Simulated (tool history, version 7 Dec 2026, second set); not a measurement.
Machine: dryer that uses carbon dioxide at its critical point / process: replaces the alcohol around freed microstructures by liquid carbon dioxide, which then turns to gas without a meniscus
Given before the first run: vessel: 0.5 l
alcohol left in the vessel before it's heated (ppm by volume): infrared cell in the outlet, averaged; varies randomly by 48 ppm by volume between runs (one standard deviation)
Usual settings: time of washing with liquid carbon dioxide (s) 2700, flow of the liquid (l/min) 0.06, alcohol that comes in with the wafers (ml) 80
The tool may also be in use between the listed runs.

run   hour  time of washing with liquid carbon dioxide (s)  flow of the liquid (l/min)  alcohol that comes in with the wafers (ml)  alcohol left in the vessel before it's heated (ppm by volume)
  1      0                                            2700                        0.06                                          80                                                           3973
  2   10.4                                            2700                        0.06                                          80                                                           4057
  3   16.4                                            1620                        0.06                                          80                                                          17485
  4   27.8                                            1620                      0.0372                                          80                                                          40089
  5     35                                            1620                      0.0372                                          80                                                          40805
  6   45.6                                            1620                      0.0372                                          80                                                          42056
  7   53.2                                            1620                      0.0372                                          80                                                          41187
  8   60.8                                            1620                      0.0372                                          80                                                          41600
  9   70.8                                            1620                      0.0372                                          80                                                          41249
 10   78.7                                            1620                      0.0372                                          80                                                          41890
 11   91.4                                            2700                      0.0573                                          80                                                           5104
 12  102.5                                            2220                        0.06                                          80                                                           8405
 13  114.6                                            2220                        0.06                                          80                                                           8508
 14  123.2                                            2220                        0.06                                          80                                                           8914
 15    133                                            3720                        0.06                                          80                                                           1276
 16    144                                            3720                        0.06                                          80                                                           1328
 17  151.9                                            2700                      0.0366                                          80                                                          19148
 18  160.7                                            2700                      0.0909                                          80                                                            871
 19  173.9                                            2700                      0.0909                                          80                                                            881
 20  183.6                                            2700                      0.0909                                          80                                                            902
 21  192.6                                            2700                      0.0445                                          80                                                          12523
 22  200.4                                            2700                      0.0445                                          80                                                          12548
 23    210                                            2700                      0.0445                                          80                                                          12664
 24  221.5                                            2700                      0.0445                                          80                                                          12676
     231.3  -- inlet filter changed
 25  232.3                                            2580                       0.044                                          80                                                          10241
 26  241.7                                            2700                        0.06                                          58                                                           2389
 27  249.5                                            2820                       0.039                                          27                                                           3873
 28  259.1                                            2040                      0.0663                                          91                                                           7035
 29  266.1                                            2040                      0.0663                                          91                                                           7144
 30  272.5                                            2700                      0.0897                                          29                                                            246
 31  281.4                                            2520                      0.0795                                          80                                                           1440
 32  291.9                                            3600                        0.06                                          80                                                           1006
 33  300.3                                            2340                      0.0547                                          24                                                           2450
 34  310.3                                            2340                      0.0547                                          24                                                           2432
 35  323.3                                            2340                      0.0547                                          24                                                           2477
 36  336.5                                            2460                      0.0989                                          51                                                            430
 37  348.6                                            1920                      0.0442                                          36                                                           9916
 38  359.3                                            2700                      0.0851                                          41                                                            493
 39  365.7                                            2700                      0.0851                                          41                                                            472
 40  374.7                                            2100                      0.0404                                          53                                                          14888
 41  385.4                                            2100                      0.0412                                          80                                                          21772
 42  394.5                                            2100                      0.0412                                          80                                                          22074
 43  401.7                                            3000                      0.0471                                         110                                                           8741
 44  413.1                                            2700                       0.039                                          46                                                           8313
 45  418.5                                            4140                      0.0757                                          46                                                            159
 46  424.2                                            2220                      0.0403                                          74                                                          19242
 47  429.8                                            1800                      0.0403                                          25                                                           9672
 48  442.3                                            2160                      0.0585                                          29                                                           3417

A few steps of alcohol left in the vessel before it's heated (ppm by volume) between consecutive runs. Split each: what settings, incoming material and random variation would produce without the hidden state, and what is left over for the hidden state, along with gauge scatter present in only one of the two compared results (measured, and without hidden state):
What the log doesn't record here: flow that reaches the vessel past the clogged filter, %; alcohol in the recycled carbon dioxide, ppm; drift of the gauge itself on alcohol_ppm, %.
Run 3 -> 4: flow of the liquid (l/min) 0.06 -> 0.0372. alcohol left in the vessel before it's heated (ppm by volume) +22604: hidden state +1286, all else +21318.
Run 10 -> 11: time of washing with liquid carbon dioxide (s) 1620 -> 2700, flow of the liquid (l/min) 0.0372 -> 0.0573. alcohol left in the vessel before it's heated (ppm by volume) -36786: hidden state -3295, all else -33491.
Run 16 -> 17: time of washing with liquid carbon dioxide (s) 3720 -> 2700, flow of the liquid (l/min) 0.06 -> 0.0366. alcohol left in the vessel before it's heated (ppm by volume) +17820: hidden state +3708, all else +14112.
Run 17 -> 18: flow of the liquid (l/min) 0.0366 -> 0.0909. alcohol left in the vessel before it's heated (ppm by volume) -18277: hidden state -3861, all else -14416.
Run 24 -> 25: time of washing with liquid carbon dioxide (s) 2700 -> 2580, flow of the liquid (l/min) 0.0445 -> 0.044, inlet filter changed. alcohol left in the vessel before it's heated (ppm by volume) -2435: hidden state -3871, all else +1436.
Run 45 -> 46: time of washing with liquid carbon dioxide (s) 4140 -> 2220, flow of the liquid (l/min) 0.0757 -> 0.0403, alcohol that comes in with the wafers (ml) 46 -> 74. alcohol left in the vessel before it's heated (ppm by volume) +19083: hidden state +2439, all else +16644.
